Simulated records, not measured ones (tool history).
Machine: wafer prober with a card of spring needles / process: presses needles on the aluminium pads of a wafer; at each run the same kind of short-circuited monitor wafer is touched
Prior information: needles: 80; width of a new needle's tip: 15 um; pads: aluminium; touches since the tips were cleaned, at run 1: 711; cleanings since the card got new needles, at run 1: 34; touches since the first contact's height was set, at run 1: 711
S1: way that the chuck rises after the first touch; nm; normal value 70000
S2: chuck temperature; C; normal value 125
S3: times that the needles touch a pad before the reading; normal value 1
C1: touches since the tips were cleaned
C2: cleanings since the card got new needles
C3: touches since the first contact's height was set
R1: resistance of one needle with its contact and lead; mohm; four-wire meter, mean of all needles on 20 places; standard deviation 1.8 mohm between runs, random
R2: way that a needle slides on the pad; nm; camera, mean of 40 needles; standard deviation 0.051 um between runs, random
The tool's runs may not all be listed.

Run 1, day 0.000: usual settings; C1 711; C2 34; C3 711. Result: R1 202 mohm, R2 13950 nm.
At day 0.508: tips cleaned on abrasive film.
Run 2, day 0.508: usual settings but S1 75000 nm; C1 0; C2 35; C3 6542. Result: R1 199 mohm, R2 14740 nm.
Run 3, day 0.938: usual settings but S1 75000 nm; C1 4947; C2 35; C3 11489. Result: R1 226 mohm, R2 14840 nm.
At day 1.100: tips cleaned on abrasive film.
Run 4, day 1.362: usual settings but S1 69000 nm; C1 3025; C2 36; C3 16370. Result: R1 222 mohm, R2 13660 nm.
At day 1.675: tips cleaned on abrasive film.
Run 5, day 1.712: usual settings but S1 66000 nm; C1 389; C2 37; C3 20342. Result: R1 198 mohm, R2 13060 nm.
Run 6, day 2.121: usual settings but S1 66000 nm; C1 5150; C2 37; C3 25103. Result: R1 236 mohm, R2 13020 nm.
At day 2.225: tips cleaned on abrasive film.
Run 7, day 2.721: usual settings but S1 55000 nm, S2 28 C; C1 5687; C2 38; C3 31952. Result: R1 248 mohm, R2 10820 nm.
At day 2.800: tips cleaned on abrasive film.
Run 8, day 3.171: usual settings but S1 58000 nm, S2 61 C; C1 4295; C2 39; C3 37124. Result: R1 239 mohm, R2 11380 nm.
At day 3.367: tips cleaned on abrasive film.
Run 9, day 3.692: usual settings but S1 55000 nm, S2 43 C; C1 3744; C2 40; C3 43084. Result: R1 237 mohm, R2 10760 nm.
At day 3.946: tips cleaned on abrasive film.
Run 10, day 4.238: usual settings but S1 55000 nm, S2 79 C, S3 3; C1 3408; C2 41; C3 49389. Result: R1 207 mohm, R2 10820 nm.
At day 4.508: tips cleaned on abrasive film.
Run 11, day 4.750: usual settings but S1 58000 nm, S2 39 C, S3 3; C1 2821; C2 42; C3 55247. Result: R1 194 mohm, R2 11410 nm.

Each row is a separate what-if for the run after 11, all from the same tool condition, not one after another. Results?
At day 5.083: tips cleaned on abrasive film.
Run A, day 5.121: usual settings but S1 60000 nm, S2 60 C, S3 2; C1 441; C2 43; C3 59478. Result: R1 ?, R2 ?.
At day 5.083: tips cleaned on abrasive film.
Run B, day 5.121: usual settings but S1 81000 nm, S2 117 C, S3 3; C1 441; C2 43; C3 59478. Result: R1 ?, R2 ?.
At day 5.083: tips cleaned on abrasive film.
Run C, day 5.121: usual settings but S2 38 C; C1 441; C2 43; C3 59478. Result: R1 ?, R2 ?.
At day 5.083: tips cleaned on abrasive film.
Run D, day 5.121: usual settings but S1 58000 nm, S2 73 C; C1 441; C2 43; C3 59478. Result: R1 ?, R2 ?.
At day 5.083: tips cleaned on abrasive film.
Run E, day 5.121: usual settings but S1 56000 nm; C1 441; C2 43; C3 59478. Result: R1 ?, R2 ?.

run   R1     R2
  A  190  11760
  B  190  15910
  C  189  13750
  D  203  11310
  E  211  10940
Take away the tool's hidden state, keep each run's random variation, and the runs would have read:
run   R1     R2
  A  181  11950
  B  187  16100
  C  177  13940
  D  188  11500
  E  196  11130

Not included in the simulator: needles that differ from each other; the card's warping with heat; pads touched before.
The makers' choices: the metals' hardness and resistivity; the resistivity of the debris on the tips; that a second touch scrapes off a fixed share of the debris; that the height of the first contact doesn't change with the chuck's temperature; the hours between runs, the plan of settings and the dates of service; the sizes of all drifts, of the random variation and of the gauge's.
